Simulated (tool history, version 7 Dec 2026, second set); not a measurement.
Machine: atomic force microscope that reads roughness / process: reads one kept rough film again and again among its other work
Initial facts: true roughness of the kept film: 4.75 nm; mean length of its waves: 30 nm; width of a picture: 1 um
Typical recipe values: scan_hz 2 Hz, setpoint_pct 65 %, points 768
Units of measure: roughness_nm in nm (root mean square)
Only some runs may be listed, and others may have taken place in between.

| run | hour | scan_hz | setpoint_pct | points | roughness_nm |
|---|---|---|---|---|---|
| 1 | 0 | 2 | 65 | 768 | 3.944 |
|  | 31.6 | new tip fitted |
| 2 | 33.1 | 2 | 65 | 768 | 3.95 |
| 3 | 65.6 | 2 | 65 | 768 | 3.94 |
| 4 | 122.9 | 2 | 65 | 768 | 3.919 |
|  | 165.1 | new tip fitted |
| 5 | 182.1 | 2 | 65 | 409 | 3.903 |
| 6 | 211.8 | 2 | 65 | 768 | 3.927 |
| 7 | 239.2 | 2 | 88 | 768 | 3.517 |
| 8 | 284 | 2 | 74 | 768 | 3.798 |
|  | 295.9 | new tip fitted |
| 9 | 331.8 | 2 | 65 | 724 | 3.905 |
| 10 | 388.6 | 1.29 | 65 | 724 | 3.973 |
|  | 430.5 | new tip fitted |
| 11 | 435 | 2 | 65 | 717 | 3.926 |
| 12 | 483.3 | 2 | 65 | 717 | 3.946 |
| 13 | 508.1 | 2 | 65 | 717 | 3.907 |
| 14 | 534 | 2 | 65 | 717 | 3.932 |
|  | 564.4 | new tip fitted |
| 15 | 570.1 | 3.68 | 68 | 775 | 3.71 |
| 16 | 605.7 | 3.68 | 68 | 775 | 3.744 |
| 17 | 647.2 | 3.68 | 72 | 775 | 3.611 |
|  | 695.8 | new tip fitted |
| 18 | 695.8 | 3.23 | 65 | 415 | 3.83 |
| 19 | 742.5 | 1.03 | 65 | 768 | 4.043 |
| 20 | 779.2 | 1.03 | 65 | 768 | 4.035 |
|  | 827.4 | new tip fitted |
| 21 | 827.4 | 1.65 | 73 | 812 | 3.848 |
| 22 | 854 | 1.08 | 59 | 759 | 4.075 |
| 23 | 892.8 | 2 | 87 | 384 | 3.523 |
| 24 | 944.9 | 2 | 87 | 384 | 3.478 |

5 ways to go on from here, each from the tool as it stands after run 24. What would each give?
|  | 962.1 | new tip fitted |
| A | 982.7 | 1.02 | 65 | 346 | ? |
|  | 962.1 | new tip fitted |
| B | 982.7 | 1.54 | 87 | 384 | ? |
|  | 962.1 | new tip fitted |
| C | 982.7 | 2 | 65 | 350 | ? |
|  | 962.1 | new tip fitted |
| D | 982.7 | 0.62 | 60 | 555 | ? |
|  | 962.1 | new tip fitted |
| E | 982.7 | 2 | 76 | 546 | ? |

| run | roughness_nm |
|---|---|
| A | 4.01 |
| B | 3.63 |
| C | 3.916 |
| D | 4.093 |
| E | 3.743 |
The same runs, with their run-to-run variation unchanged, on a tool lacking any hidden condition would have given:
| run | roughness_nm |
|---|---|
| A | 4.012 |
| B | 3.632 |
| C | 3.918 |
| D | 4.095 |
| E | 3.745 |
